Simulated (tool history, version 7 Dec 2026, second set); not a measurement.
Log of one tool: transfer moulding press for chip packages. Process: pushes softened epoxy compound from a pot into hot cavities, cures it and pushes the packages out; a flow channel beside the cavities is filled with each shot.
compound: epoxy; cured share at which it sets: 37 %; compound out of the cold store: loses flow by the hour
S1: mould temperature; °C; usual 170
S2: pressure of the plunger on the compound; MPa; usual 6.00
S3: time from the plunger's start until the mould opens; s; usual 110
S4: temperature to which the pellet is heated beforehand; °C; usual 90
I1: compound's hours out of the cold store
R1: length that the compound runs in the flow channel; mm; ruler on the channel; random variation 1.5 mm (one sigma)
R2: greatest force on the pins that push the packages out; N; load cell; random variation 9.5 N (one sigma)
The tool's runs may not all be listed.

Run 1, hour 0.0: usual settings; I1 8.4. Result: R1 951 mm, R2 465 N.
Run 2, hour 13.8: usual settings; I1 10.7. Result: R1 940 mm, R2 472 N.
At hour 27.5: cavities cleaned with cleaning compound and waxed.
Run 3, hour 40.4: usual settings; I1 14.4. Result: R1 919 mm, R2 449 N.
Run 4, hour 60.9: usual settings; I1 44.6. Result: R1 789 mm, R2 398 N.
At hour 68.3: cavities cleaned with cleaning compound and waxed.
Run 5, hour 76.4: usual settings; I1 35.0. Result: R1 824 mm, R2 423 N.
At hour 92.4: plunger's sealing rings changed.
Run 6, hour 96.6: usual settings but S4 88 °C; I1 24.8. Result: R1 872 mm, R2 427 N.
At hour 112.9: cavities cleaned with cleaning compound and waxed.
Run 7, hour 127.8: usual settings but S4 88 °C; I1 42.6. Result: R1 796 mm, R2 415 N.
Run 8, hour 142.1: usual settings; I1 13.3. Result: R1 925 mm, R2 466 N.
At hour 153.7: cavities cleaned with cleaning compound and waxed.
Run 9, hour 168.4: usual settings; I1 30.9. Result: R1 844 mm, R2 418 N.
Run 10, hour 183.4: usual settings; I1 44.5. Result: R1 787 mm, R2 403 N.
At hour 194.1: cavities cleaned with cleaning compound and waxed.
Run 11, hour 217.8: usual settings; I1 30.9. Result: R1 844 mm, R2 431 N.
At hour 235.0: cavities cleaned with cleaning compound and waxed.
Run 12, hour 249.0: usual settings; I1 17.7. Result: R1 903 mm, R2 450 N.
Run 13, hour 269.1: usual settings; I1 32.0. Result: R1 840 mm, R2 429 N.
At hour 276.8: cavities cleaned with cleaning compound and waxed.
Run 14, hour 304.0: usual settings; I1 40.3. Result: R1 803 mm, R2 426 N.
At hour 318.8: cavities cleaned with cleaning compound and waxed.
Run 15, hour 335.5: usual settings but S1 162 °C, S2 6.58 MPa, S3 123 s, S4 95 °C; I1 11.5. Result: R1 1000 mm, R2 623 N.
At hour 347.7: plunger's sealing rings changed.
At hour 361.6: cavities cleaned with cleaning compound and waxed.
Run 16, hour 372.4: usual settings but S1 165 °C, S4 83 °C; I1 43.2. Result: R1 803 mm, R2 565 N.
Run 17, hour 396.3: usual settings but S1 165 °C, S4 83 °C; I1 16.4. Result: R1 925 mm, R2 647 N.
At hour 404.0: cavities cleaned with cleaning compound and waxed.
Run 18, hour 423.1: usual settings but S1 175 °C, S2 5.83 MPa, S4 83 °C; I1 9.9. Result: R1 918 mm, R2 373 N.
At hour 444.9: cavities cleaned with cleaning compound and waxed.
Run 19, hour 451.7: usual settings but S2 5.13 MPa; I1 10.9. Result: R1 867 mm, R2 453 N.
At hour 475.1: mould's thermocouples calibrated.
Run 20, hour 475.1: usual settings but S2 7.30 MPa, S3 115 s, S4 95 °C; I1 18.9. Result: R1 992 mm, R2 419 N.
At hour 487.1: cavities cleaned with cleaning compound and waxed.
Run 21, hour 496.1: usual settings but S2 7.30 MPa, S3 115 s, S4 95 °C; I1 36.5. Result: R1 904 mm, R2 381 N.
Run 22, hour 523.2: usual settings but S2 7.30 MPa, S3 115 s, S4 95 °C; I1 42.0. Result: R1 880 mm, R2 388 N.
At hour 527.6: cavities cleaned with cleaning compound and waxed.
Run 23, hour 540.4: usual settings but S1 178 °C, S2 5.57 MPa, S3 115 s, S4 95 °C; I1 11.8. Result: R1 882 mm, R2 333 N.
At hour 568.3: cavities cleaned with cleaning compound and waxed.
Run 24, hour 571.2: usual settings but S1 163 °C, S2 4.57 MPa, S3 130 s, S4 82 °C; I1 20.1. Result: R1 795 mm, R2 486 N.
Run 25, hour 593.6: usual settings but S3 92 s; I1 26.3. Result: R1 865 mm, R2 607 N.
At hour 605.3: plunger's sealing rings changed.
At hour 610.6: cavities cleaned with cleaning compound and waxed.
Run 26, hour 614.3: usual settings but S1 176 °C, S2 5.65 MPa, S3 127 s, S4 92 °C; I1 35.7. Result: R1 788 mm, R2 316 N.
Run 27, hour 633.1: usual settings but S1 171 °C; I1 18.1. Result: R1 903 mm, R2 428 N.

Forecast each of these 4 alternatives for the next run:
At hour 651.5: cavities cleaned with cleaning compound and waxed.
Run A, hour 659.1: usual settings but S3 99 s, S4 97 °C; I1 31.9. Result: R1 ?, R2 ?.
At hour 651.5: cavities cleaned with cleaning compound and waxed.
Run B, hour 659.1: usual settings but S1 171 °C, S3 98 s, S4 93 °C; I1 24.8. Result: R1 ?, R2 ?.
At hour 651.5: cavities cleaned with cleaning compound and waxed.
Run C, hour 659.1: usual settings but S1 177 °C, S2 4.67 MPa, S3 114 s; I1 16.4. Result: R1 ?, R2 ?.
At hour 651.5: cavities cleaned with cleaning compound and waxed.
Run D, hour 659.1: usual settings but S1 168 °C, S2 5.45 MPa, S3 130 s; I1 16.2. Result: R1 ?, R2 ?.

run   R1   R2
  A  842  494
  B  869  503
  C  790  313
  D  873  368
Without the tool's hidden state the same runs would have given:
run   R1   R2
  A  842  491
  B  870  501
  C  791  311
  D  874  367
